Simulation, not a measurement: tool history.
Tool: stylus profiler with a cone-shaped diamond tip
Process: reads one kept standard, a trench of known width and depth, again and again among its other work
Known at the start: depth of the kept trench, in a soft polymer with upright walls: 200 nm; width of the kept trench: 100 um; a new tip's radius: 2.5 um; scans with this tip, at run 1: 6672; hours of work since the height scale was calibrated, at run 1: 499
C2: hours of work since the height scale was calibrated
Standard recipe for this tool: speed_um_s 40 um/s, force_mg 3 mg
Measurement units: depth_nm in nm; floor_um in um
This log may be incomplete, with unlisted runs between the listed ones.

Run 1, day 0: usual settings; scans with this tip 6672; C2 499. Result: depth_nm 202.11 nm, floor_um 97.95 um.
Run 2, day 1.162: usual settings but speed_um_s 81 um/s; scans with this tip 6896; C2 516. Result: depth_nm 202.11 nm, floor_um 97.86 um.
Run 3, day 3.671: usual settings but speed_um_s 100 um/s; scans with this tip 7379; C2 552. Result: depth_nm 201.88 nm, floor_um 97.71 um.
Run 4, day 6.017: usual settings but speed_um_s 100 um/s; scans with this tip 7831; C2 586. Result: depth_nm 202.11 nm, floor_um 97.78 um.
Run 5, day 8.283: usual settings but speed_um_s 100 um/s; scans with this tip 8267; C2 619. Result: depth_nm 202.02 nm, floor_um 97.72 um.
Run 6, day 10.133: usual settings but speed_um_s 100 um/s, force_mg 1.41 mg; scans with this tip 8624; C2 645. Result: depth_nm 201.4 nm, floor_um 97.68 um.
Run 7, day 11.558: usual settings but speed_um_s 100 um/s, force_mg 1.41 mg; scans with this tip 8898; C2 666. Result: depth_nm 201.21 nm, floor_um 97.62 um.
Run 8, day 13.404: usual settings but speed_um_s 12 um/s, force_mg 2.33 mg; scans with this tip 9254; C2 692. Result: depth_nm 201.69 nm, floor_um 98.01 um.
Run 9, day 14.65: usual settings but speed_um_s 15 um/s, force_mg 4.17 mg; scans with this tip 9493; C2 710. Result: depth_nm 202.61 nm, floor_um 98.01 um.
Run 10, day 16.679: usual settings but speed_um_s 129 um/s, force_mg 1.28 mg; scans with this tip 9884; C2 740. Result: depth_nm 201.17 nm, floor_um 97.55 um.
Run 11, day 18.633: usual settings but speed_um_s 129 um/s, force_mg 1.28 mg; scans with this tip 10261; C2 768. Result: depth_nm 201.33 nm, floor_um 97.54 um.
Run 12, day 20.392: usual settings but speed_um_s 129 um/s, force_mg 1.28 mg; scans with this tip 10599; C2 793. Result: depth_nm 201.07 nm, floor_um 97.52 um.
Run 13, day 22.829: usual settings but speed_um_s 14 um/s, force_mg 1.26 mg; scans with this tip 11069; C2 828. Result: depth_nm 201.16 nm, floor_um 97.93 um.
Run 14, day 25.175: usual settings but speed_um_s 45 um/s, force_mg 1.2 mg; scans with this tip 11520; C2 862. Result: depth_nm 201.08 nm, floor_um 97.89 um.

Forecast each of these 4 alternatives for the next run:
Run A, day 27.504: usual settings but speed_um_s 56 um/s, force_mg 1.37 mg; scans with this tip 11969; C2 896. Result: depth_nm ?, floor_um ?.
Run B, day 27.504: usual settings but speed_um_s 45 um/s, force_mg 1.04 mg; scans with this tip 11969; C2 896. Result: depth_nm ?, floor_um ?.
Run C, day 27.504: usual settings but speed_um_s 33 um/s, force_mg 1.32 mg; scans with this tip 11969; C2 896. Result: depth_nm ?, floor_um ?.
Run D, day 27.504: usual settings but speed_um_s 36 um/s, force_mg 4.01 mg; scans with this tip 11969; C2 896. Result: depth_nm ?, floor_um ?.

run  depth_nm  floor_um
  A    201.13     97.84
  B    201.05      97.8
  C    201.18     97.88
  D    202.47     97.98
Had the tool no hidden state, the same runs would have come out as:
run  depth_nm  floor_um
  A    201.14     97.85
  B    201.06     97.82
  C    201.18     97.89
  D    202.47     97.99
